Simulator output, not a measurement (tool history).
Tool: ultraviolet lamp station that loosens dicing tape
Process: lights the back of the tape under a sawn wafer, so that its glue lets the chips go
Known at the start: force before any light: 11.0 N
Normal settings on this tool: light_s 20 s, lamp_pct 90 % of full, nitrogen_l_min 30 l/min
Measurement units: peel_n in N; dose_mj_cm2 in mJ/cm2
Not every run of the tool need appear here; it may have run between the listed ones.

run 1 hour=0 | light_s=20 lamp_pct=90 nitrogen_l_min=30 | peel_n=0.514 dose_mj_cm2=234
run 2 hour=7.2 | light_s=20 lamp_pct=90 nitrogen_l_min=15 | peel_n=1.072 dose_mj_cm2=240
run 3 hour=20 | light_s=11 lamp_pct=90 nitrogen_l_min=30 | peel_n=1.909 dose_mj_cm2=129
run 4 hour=35.2 | light_s=20 lamp_pct=98 nitrogen_l_min=30 | peel_n=0.432 dose_mj_cm2=255
run 5 hour=44 | light_s=20 lamp_pct=98 nitrogen_l_min=30 | peel_n=0.425 dose_mj_cm2=252
run 6 hour=59.2 | light_s=20 lamp_pct=98 nitrogen_l_min=30 | peel_n=0.448 dose_mj_cm2=254
run 7 hour=66.2 | light_s=20 lamp_pct=63 nitrogen_l_min=30 | peel_n=1.229 dose_mj_cm2=160
-- hour=68.1 window cleaned of glue's vapour
run 8 hour=80.7 | light_s=20 lamp_pct=63 nitrogen_l_min=30 | peel_n=1.278 dose_mj_cm2=159
-- hour=92.2 window cleaned of glue's vapour, once more
run 9 hour=92.2 | light_s=20 lamp_pct=90 nitrogen_l_min=19 | peel_n=0.879 dose_mj_cm2=237
run 10 hour=107 | light_s=32 lamp_pct=65 nitrogen_l_min=51 | peel_n=0.242 dose_mj_cm2=269
run 11 hour=117.3 | light_s=16 lamp_pct=85 nitrogen_l_min=11 | peel_n=2.359 dose_mj_cm2=171
run 12 hour=126.1 | light_s=10 lamp_pct=73 nitrogen_l_min=11 | peel_n=4.816 dose_mj_cm2=91

Run 13, settings as shown, results not yet in. Your forecast:
run 13 hour=134.9 | light_s=10 lamp_pct=73 nitrogen_l_min=11 | peel_n=? dose_mj_cm2=?

{"run 13": {"peel_n": 4.672, "dose_mj_cm2": 92}}
Had the tool carried no hidden state, the very same run would have given peel_n 3.928 N, dose_mj_cm2 111 mJ/cm2.
